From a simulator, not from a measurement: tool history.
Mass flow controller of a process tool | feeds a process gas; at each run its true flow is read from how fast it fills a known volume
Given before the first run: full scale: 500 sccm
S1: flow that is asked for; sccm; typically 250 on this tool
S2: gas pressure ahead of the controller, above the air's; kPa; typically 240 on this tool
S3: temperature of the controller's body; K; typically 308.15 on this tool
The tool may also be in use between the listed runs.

run 1 day=0 | S1=250 S2=240 S3=308.15 | true_flow_(%)=98.8
run 2 day=10.217 | S1=250 S2=220 S3=308.15 | true_flow_(%)=98.81
run 3 day=33.329 | S1=250 S2=220 S3=308.15 | true_flow_(%)=98.79
run 4 day=57.712 | S1=250 S2=220 S3=308.15 | true_flow_(%)=98.69
run 5 day=80.904 | S1=250 S2=220 S3=308.15 | true_flow_(%)=98.74
run 6 day=96.458 | S1=250 S2=220 S3=308.15 | true_flow_(%)=98.7
run 7 day=116.35 | S1=250 S2=240 S3=311.15 | true_flow_(%)=98.57
run 8 day=126.612 | S1=250 S2=240 S3=311.15 | true_flow_(%)=98.37
run 9 day=141.092 | S1=250 S2=142 S3=308.15 | true_flow_(%)=98.46
run 10 day=151.221 | S1=250 S2=240 S3=302.15 | true_flow_(%)=99.19
run 11 day=162.554 | S1=250 S2=240 S3=302.15 | true_flow_(%)=99.16
run 12 day=176.646 | S1=250 S2=188 S3=308.15 | true_flow_(%)=98.42
run 13 day=188.929 | S1=250 S2=240 S3=298.15 | true_flow_(%)=99.43
run 14 day=203.338 | S1=250 S2=240 S3=298.15 | true_flow_(%)=99.54
run 15 day=222.475 | S1=250 S2=240 S3=298.15 | true_flow_(%)=99.46
run 16 day=240.746 | S1=250 S2=240 S3=298.15 | true_flow_(%)=99.53
run 17 day=264.958 | S1=250 S2=240 S3=298.15 | true_flow_(%)=99.58
run 18 day=275.3 | S1=211 S2=240 S3=298.15 | true_flow_(%)=99.44
run 19 day=296.442 | S1=54 S2=240 S3=308.15 | true_flow_(%)=98.23
run 20 day=317.504 | S1=54 S2=240 S3=308.15 | true_flow_(%)=98.18
run 21 day=338.071 | S1=88 S2=200 S3=299.15 | true_flow_(%)=99.03
run 22 day=360.808 | S1=220 S2=200 S3=301.15 | true_flow_(%)=99.06
run 23 day=373.925 | S1=137 S2=236 S3=310.15 | true_flow_(%)=98.19
run 24 day=397.004 | S1=250 S2=240 S3=312.15 | true_flow_(%)=98.07
run 25 day=413.529 | S1=163 S2=271 S3=308.15 | true_flow_(%)=98.35
run 26 day=434.496 | S1=131 S2=142 S3=305.15 | true_flow_(%)=98.28
run 27 day=458.742 | S1=110 S2=142 S3=305.15 | true_flow_(%)=98.29
run 28 day=470.875 | S1=250 S2=240 S3=300.15 | true_flow_(%)=99.07
run 29 day=481.417 | S1=321 S2=200 S3=306.15 | true_flow_(%)=98.56
run 30 day=495.642 | S1=53 S2=143 S3=305.15 | true_flow_(%)=98.12
run 31 day=508.008 | S1=53 S2=143 S3=305.15 | true_flow_(%)=98.1
run 32 day=531.225 | S1=53 S2=143 S3=305.15 | true_flow_(%)=98.11
run 33 day=551.85 | S1=53 S2=143 S3=302.15 | true_flow_(%)=98.26
run 34 day=563.542 | S1=53 S2=143 S3=302.15 | true_flow_(%)=98.29
-- day=571.3 controller's zero set anew
run 35 day=579.588 | S1=141 S2=214 S3=309.15 | true_flow_(%)=97.89
run 36 day=594.846 | S1=141 S2=214 S3=309.15 | true_flow_(%)=98.05
-- day=605.933 controller exchanged for a calibrated one
run 37 day=614.525 | S1=363 S2=252 S3=305.15 | true_flow_(%)=98.63
run 38 day=633.758 | S1=115 S2=169 S3=297.15 | true_flow_(%)=98.79
-- day=641.975 gauge calibrated
run 39 day=649.775 | S1=53 S2=203 S3=312.15 | true_flow_(%)=98.03

Selected run-to-run steps in true flow (%), each split into two signed amounts: the part the tool would show with no hidden state at all (from settings, incoming material and random variation), and the remainder, which goes to the hidden state together with any gauge scatter not common to the measured and the hidden-state-free results:
Hidden conditions of the tool in this case: flow at rest that the sensor doesn't see, % of full scale; true flow over the shown one, %; drift of the gauge itself on true_pct, %.
Run 12 -> 13: S2 188 -> 240, S3 308.15 -> 298.15. true flow (%) +1.01: hidden state -0.02, all else +1.03.
Run 18 -> 19: S1 211 -> 54, S3 298.15 -> 308.15. true flow (%) -1.21: hidden state -0.05, all else -1.16.
Run 22 -> 23: S1 220 -> 137, S2 200 -> 236, S3 301.15 -> 310.15. true flow (%) -0.87: hidden state -0.02, all else -0.85.
Run 29 -> 30: S1 321 -> 53, S2 200 -> 143, S3 306.15 -> 305.15. true flow (%) -0.44: hidden state -0.06, all else -0.38.
Run 38 -> 39: S1 115 -> 53, S2 169 -> 203, S3 297.15 -> 312.15, gauge calibrated. true flow (%) -0.76: hidden state +0.61, all else -1.37.
